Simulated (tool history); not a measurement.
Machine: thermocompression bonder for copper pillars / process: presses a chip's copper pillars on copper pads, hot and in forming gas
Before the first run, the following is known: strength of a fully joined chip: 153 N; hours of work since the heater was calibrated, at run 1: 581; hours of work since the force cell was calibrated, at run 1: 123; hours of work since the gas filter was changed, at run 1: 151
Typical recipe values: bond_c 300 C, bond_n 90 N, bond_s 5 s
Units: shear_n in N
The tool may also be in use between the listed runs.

run,hour,bond_c,bond_n,bond_s,hours of work since the heater was calibrated,hours of work since the force cell was calibrated,hours of work since the gas filter was changed,shear_n
1,0.0,300,90,5,581,123,151,85.8
2,5.9,300,90,5,586,127,156,85.6
3,13.1,300,90,10,592,133,162,102.9
4,22.8,300,90,10,600,141,169,104.0
5,28.2,300,66,10,604,145,174,84.9
6,38.7,300,66,10,612,153,182,84.9
7,45.8,300,68,5,618,159,188,68.3
8,52.1,300,59,5,623,164,192,61.8
9,61.4,300,59,5,630,171,200,60.7
10,71.6,300,90,5,638,179,208,83.0
11,80.1,300,59,5,645,186,215,60.9
12,93.1,300,90,6,655,196,225,90.1
13,106.0,292,90,5,665,207,235,78.6
14,112.0,292,90,5,670,211,240,78.9
15,117.7,300,90,5,675,216,244,84.6
16,130.2,300,90,5,685,226,254,83.6
17,142.4,300,90,5,694,235,264,83.8
18,154.4,304,90,5,704,245,274,86.8
19,166.2,304,90,5,713,254,283,85.7
20,172.2,304,90,5,718,259,288,87.0
21,178.9,283,90,5,723,264,293,73.2
22,185.6,300,59,13,728,270,298,84.6
23,191.1,327,74,12,733,274,303,109.9
24,199.6,327,74,12,740,281,309,111.5
25,209.5,304,81,12,747,289,317,102.4
26,221.4,304,58,13,757,298,327,85.3
# hour 224.4: heater calibrated with a thermocouple chip
27,230.4,304,58,13,5,304,332,84.8
28,236.1,328,66,5,9,308,337,82.4
# hour 243.0: forming gas filter changed
29,248.6,300,82,15,19,318,4,110.5
30,259.4,300,108,9,27,326,13,115.1
31,270.0,298,74,8,36,334,21,88.7
# hour 275.9: heater calibrated with a thermocouple chip, once more
32,283.1,324,67,4,6,343,30,74.1
33,296.0,300,100,10,16,354,40,107.7
34,303.0,285,111,14,21,359,46,114.8
35,309.3,285,111,14,26,364,51,114.6
36,317.9,285,111,14,33,371,58,112.2
37,326.6,300,90,3,40,378,65,68.0
38,334.1,322,95,3,46,384,71,84.5
39,343.5,279,97,5,54,391,78,73.8
40,355.8,279,97,5,63,401,88,73.9
41,363.6,300,129,5,69,407,94,102.1

The logged runs with the hidden state left out (each run's random variation unchanged):
What the log doesn't record here: true temperature of the bond over the reading, C; force that reaches the chip, % of what is set; oxide that the forming gas leaves, % of the face; drift of the gauge itself on shear_n, %.
run,shear_n
1,85.7
2,85.5
3,103.3
4,104.5
5,85.0
6,85.1
7,68.3
8,61.7
9,60.7
10,83.4
11,61.0
12,90.8
13,79.0
14,79.4
15,85.3
16,84.4
17,84.7
18,87.9
19,86.9
20,88.2
21,73.8
22,85.8
23,112.5
24,114.2
25,104.6
26,86.8
27,85.7
28,83.5
29,107.8
30,112.5
31,85.9
32,75.8
33,109.7
34,117.0
35,116.8
36,114.4
37,69.8
38,86.6
39,75.9
40,76.0
41,104.7
